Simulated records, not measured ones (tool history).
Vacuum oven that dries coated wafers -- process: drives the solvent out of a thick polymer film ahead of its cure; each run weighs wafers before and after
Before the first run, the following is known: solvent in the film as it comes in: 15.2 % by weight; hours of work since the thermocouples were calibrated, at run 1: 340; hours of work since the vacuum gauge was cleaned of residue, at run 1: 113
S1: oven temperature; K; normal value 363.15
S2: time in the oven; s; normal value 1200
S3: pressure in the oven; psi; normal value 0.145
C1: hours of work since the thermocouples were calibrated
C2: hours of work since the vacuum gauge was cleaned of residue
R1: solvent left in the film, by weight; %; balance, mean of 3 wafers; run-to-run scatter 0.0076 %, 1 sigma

run,hour,S1,S2,S3,C1,C2,R1
1,0.0,363.15,1200,0.145,340,113,1.432
2,12.3,363.15,1200,0.145,348,121,1.428
3,27.4,363.15,1200,0.145,358,131,1.423
4,36.7,363.15,1200,0.145,364,137,1.414
5,52.7,363.15,1200,0.081,374,148,0.982
6,65.0,363.15,1200,0.081,382,156,0.961
7,77.2,363.15,900,0.145,391,164,1.926
8,91.2,363.15,1200,0.145,400,173,1.417
9,100.9,363.15,1200,0.145,406,179,1.412
10,116.8,363.15,1200,0.145,417,190,1.431
11,125.9,373.15,960,0.145,423,196,0.796
12,135.2,373.15,960,0.145,429,202,0.813
13,146.8,350.15,840,0.073,436,210,4.981
14,158.9,363.15,1860,0.145,444,217,1.111
15,166.2,356.15,1800,0.145,449,222,1.786
16,180.4,363.15,1200,0.555,458,232,4.303
17,194.6,363.15,1200,0.555,468,241,4.317

Branching from run 17: 4 alternative next runs. What would each branch give?
A,202.9,375.15,1980,0.145,473,246,?
B,202.9,374.15,1920,0.502,473,246,?
C,202.9,366.15,1200,0.555,473,246,?
D,202.9,368.15,780,0.109,473,246,?

run,R1
A,0.668
B,2.426
C,3.748
D,1.218
Had the tool no hidden state, the same runs would have come out as:
run,R1
A,0.668
B,2.427
C,3.751
D,1.220
